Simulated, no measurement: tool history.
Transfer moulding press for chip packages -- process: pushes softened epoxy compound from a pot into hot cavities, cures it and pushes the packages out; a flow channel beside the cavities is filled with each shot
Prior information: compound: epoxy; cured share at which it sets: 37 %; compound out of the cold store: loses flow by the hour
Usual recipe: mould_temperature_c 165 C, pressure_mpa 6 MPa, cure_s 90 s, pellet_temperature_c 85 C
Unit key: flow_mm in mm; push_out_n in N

run	day	mould_temperature_c	pressure_mpa	cure_s	pellet_temperature_c	incoming compound's hours out of the cold store	flow_mm	push_out_n
1	0	165	6	90	85	15.8	485	519
2	0.55	165	6	90	85	32.6	448	634
3	1.262	165	6	90	85	45.2	424	666
4	2.092	165	5.98	90	85	8.9	500	838
# day 2.538: plunger's sealing rings changed
# day 2.729: cavities cleaned with cleaning compound and waxed
5	2.988	160	6	90	85	28	505	699
6	3.608	160	6	90	85	29.8	497	882
7	4.642	168	4.75	117	81	12.3	465	643
8	5.121	165	6.74	90	89	35.3	501	775
# day 5.354: cavities cleaned with cleaning compound and waxed
9	6.1	165	6.74	90	89	12.6	560	614
10	6.862	159	6.74	90	76	33.5	522	1047
11	7.404	159	6.74	90	76	37.2	508	1115
# day 7.962: cavities cleaned with cleaning compound and waxed
12	8.321	170	5.69	94	85	44.3	429	470

Table of differences, measured result less the result of that run with no hidden state. Run-to-run variation is the same in both. Gauge scatter possibly is not:
The hidden state here: true mould temperature over the reading, C; pressure that reaches the compound, % of what is set; grip of the stained cavities, % over clean ones'; drift of the gauge itself on flow_mm, %; drift of the gauge itself on push_out_n, %.
run	flow_mm	push_out_n
1	-37	+14
2	-34	+123
3	-34	+207
4	-41	+320
5	-1	+66
6	-2	+217
7	-3	+239
8	-4	+307
9	-6	+138
10	-7	+347
11	-8	+415
12	-8	+60
